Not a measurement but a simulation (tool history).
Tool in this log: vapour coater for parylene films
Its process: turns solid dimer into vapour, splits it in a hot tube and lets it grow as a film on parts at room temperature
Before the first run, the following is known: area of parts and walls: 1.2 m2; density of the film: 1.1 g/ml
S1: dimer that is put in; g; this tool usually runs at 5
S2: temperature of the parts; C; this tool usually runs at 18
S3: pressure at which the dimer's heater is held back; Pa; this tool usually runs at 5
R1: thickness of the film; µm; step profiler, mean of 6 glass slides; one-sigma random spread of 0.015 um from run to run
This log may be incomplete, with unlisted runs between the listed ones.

run     day  S1  S2     S3    R1
  1       0   5  18      5  1.78
  2   0.604   5  18      5  1.78
  3   1.242   5  18      5  1.78
  4   1.638   5  18      5  1.77
  5   1.946   5  11      5  2.46
  6     2.5   5  11      5  2.44
  7   2.875   5  11      5  2.45
  8   3.579   5  11      5  2.43
  9   4.067   5  27      5  1.17
 10   4.775   5  27   5.64  1.18
 11   5.088   5  27   5.64  1.14
 12   5.692   5  18   2.07  2.21
 13   6.112   5  18   2.07  2.18
 14   6.479   5  18   2.07   2.2
 15   6.871   5  18      5  1.76
 16   7.612   5  18      5  1.76
 17   8.146   2  28   7.51   0.4
 18   8.571   4  18   5.67  1.35
 19   9.179   4  24      5  1.09
 20   9.792   4  24      5  1.08
 21  10.383   4  24      5  1.11
 22  10.742   2  24   6.75  0.49
 23  11.308   2  24   6.75  0.49
 24  11.792   3  19  10.35  0.85
 25  12.171   3  19  10.35  0.86
 26  12.675   2  29      5  0.43
 27  13.283   7  18      5  2.48
 28  13.954   3  19   2.04  1.28
 29    14.6   6  11   2.69  3.38
 30  14.975   2  11    4.2     1
 31  15.533   4  24    4.2  1.12

Here are 5 independent what-if runs from the current tool condition. What would each one return?
  A  15.925   5  19  3.84   ?
  B  15.925   5  18  3.49   ?
  C  15.925   7  16  7.62   ?
  D  15.925   5  18  2.19   ?
  E  15.925   3  11  9.39   ?

run    R1
  A  1.82
  B  1.92
  C  2.45
  D  2.17
  E  1.23
With no hidden state in the tool, these same runs would have given:
run    R1
  A  1.82
  B  1.92
  C  2.46
  D  2.17
  E  1.23

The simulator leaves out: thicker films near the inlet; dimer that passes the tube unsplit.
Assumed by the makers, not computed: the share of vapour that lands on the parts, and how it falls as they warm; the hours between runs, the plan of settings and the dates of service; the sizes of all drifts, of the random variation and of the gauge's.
